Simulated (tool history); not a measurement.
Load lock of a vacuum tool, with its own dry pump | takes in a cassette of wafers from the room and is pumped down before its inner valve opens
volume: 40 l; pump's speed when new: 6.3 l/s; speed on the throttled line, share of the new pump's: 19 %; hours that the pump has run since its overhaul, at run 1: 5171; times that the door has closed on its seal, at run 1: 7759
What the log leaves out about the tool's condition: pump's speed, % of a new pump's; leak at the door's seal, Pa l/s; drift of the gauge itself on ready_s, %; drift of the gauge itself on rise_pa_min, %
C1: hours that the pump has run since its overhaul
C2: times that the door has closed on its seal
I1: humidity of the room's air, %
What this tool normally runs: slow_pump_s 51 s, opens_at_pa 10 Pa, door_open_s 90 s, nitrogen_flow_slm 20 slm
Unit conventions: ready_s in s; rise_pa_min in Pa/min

run 1 hour=0 | slow_pump_s=51 opens_at_pa=10 door_open_s=90 nitrogen_flow_slm=20 | C1=5171 C2=7759 | I1=47.1 | ready_s=103.5 rise_pa_min=0.09
run 2 hour=137.4 | slow_pump_s=51 opens_at_pa=10 door_open_s=90 nitrogen_flow_slm=20 | C1=5309 C2=8068 | I1=43.3 | ready_s=103.1 rise_pa_min=0.082
run 3 hour=299.6 | slow_pump_s=51 opens_at_pa=10 door_open_s=90 nitrogen_flow_slm=32 | C1=5471 C2=8432 | I1=44.8 | ready_s=103.3 rise_pa_min=0.077
run 4 hour=434.7 | slow_pump_s=51 opens_at_pa=10 door_open_s=90 nitrogen_flow_slm=32 | C1=5606 C2=8735 | I1=45.4 | ready_s=104.2 rise_pa_min=0.074
run 5 hour=643.9 | slow_pump_s=51 opens_at_pa=10 door_open_s=90 nitrogen_flow_slm=21 | C1=5815 C2=9205 | I1=42.4 | ready_s=103.6 rise_pa_min=0.088
run 6 hour=847.2 | slow_pump_s=51 opens_at_pa=10 door_open_s=90 nitrogen_flow_slm=21 | C1=6018 C2=9661 | I1=47.4 | ready_s=104.5 rise_pa_min=0.09
run 7 hour=946.6 | slow_pump_s=51 opens_at_pa=10 door_open_s=90 nitrogen_flow_slm=21 | C1=6118 C2=9884 | I1=41.8 | ready_s=103.4 rise_pa_min=0.084
run 8 hour=1112.2 | slow_pump_s=51 opens_at_pa=10 door_open_s=70 nitrogen_flow_slm=6 | C1=6283 C2=10256 | I1=43.7 | ready_s=105.7 rise_pa_min=0.101
run 9 hour=1295.3 | slow_pump_s=51 opens_at_pa=10 door_open_s=70 nitrogen_flow_slm=6 | C1=6466 C2=10667 | I1=46.2 | ready_s=102.9 rise_pa_min=0.104
run 10 hour=1409.9 | slow_pump_s=32 opens_at_pa=8 door_open_s=90 nitrogen_flow_slm=20 | C1=6581 C2=10924 | I1=43.5 | ready_s=91.3 rise_pa_min=0.099
run 11 hour=1582.6 | slow_pump_s=51 opens_at_pa=16 door_open_s=99 nitrogen_flow_slm=17 | C1=6754 C2=11312 | I1=45.9 | ready_s=100 rise_pa_min=0.105
run 12 hour=1774.8 | slow_pump_s=51 opens_at_pa=16 door_open_s=99 nitrogen_flow_slm=17 | C1=6946 C2=11744 | I1=41.4 | ready_s=101.2 rise_pa_min=0.103
run 13 hour=1939.1 | slow_pump_s=51 opens_at_pa=16 door_open_s=99 nitrogen_flow_slm=17 | C1=7110 C2=12113 | I1=46.1 | ready_s=101.1 rise_pa_min=0.103

5 options for the next run, each taken on its own from the tool as it stands now. Forecast them:
run A hour=2176.8 | slow_pump_s=66 opens_at_pa=10 door_open_s=90 nitrogen_flow_slm=20 | C1=7348 C2=12646 | I1=44.3 | ready_s=? rise_pa_min=?
run B hour=2176.8 | slow_pump_s=51 opens_at_pa=19 door_open_s=90 nitrogen_flow_slm=20 | C1=7348 C2=12646 | I1=44.7 | ready_s=? rise_pa_min=?
run C hour=2176.8 | slow_pump_s=96 opens_at_pa=7 door_open_s=44 nitrogen_flow_slm=20 | C1=7348 C2=12646 | I1=47.1 | ready_s=? rise_pa_min=?
run D hour=2176.8 | slow_pump_s=63 opens_at_pa=18 door_open_s=118 nitrogen_flow_slm=20 | C1=7348 C2=12646 | I1=44.5 | ready_s=? rise_pa_min=?
run E hour=2176.8 | slow_pump_s=51 opens_at_pa=10 door_open_s=96 nitrogen_flow_slm=20 | C1=7348 C2=12646 | I1=49.4 | ready_s=? rise_pa_min=?

run=A ready_s=117.8 rise_pa_min=0.099
run=B ready_s=100.1 rise_pa_min=0.105
run=C ready_s=142.6 rise_pa_min=0.087
run=D ready_s=110.5 rise_pa_min=0.11
run=E ready_s=104.5 rise_pa_min=0.104
Without the tool's unlogged condition, the same runs would have read:
run=A ready_s=113.5 rise_pa_min=0.059
run=B ready_s=96.1 rise_pa_min=0.064
run=C ready_s=138.8 rise_pa_min=0.047
run=D ready_s=106.7 rise_pa_min=0.069
run=E ready_s=100.1 rise_pa_min=0.063
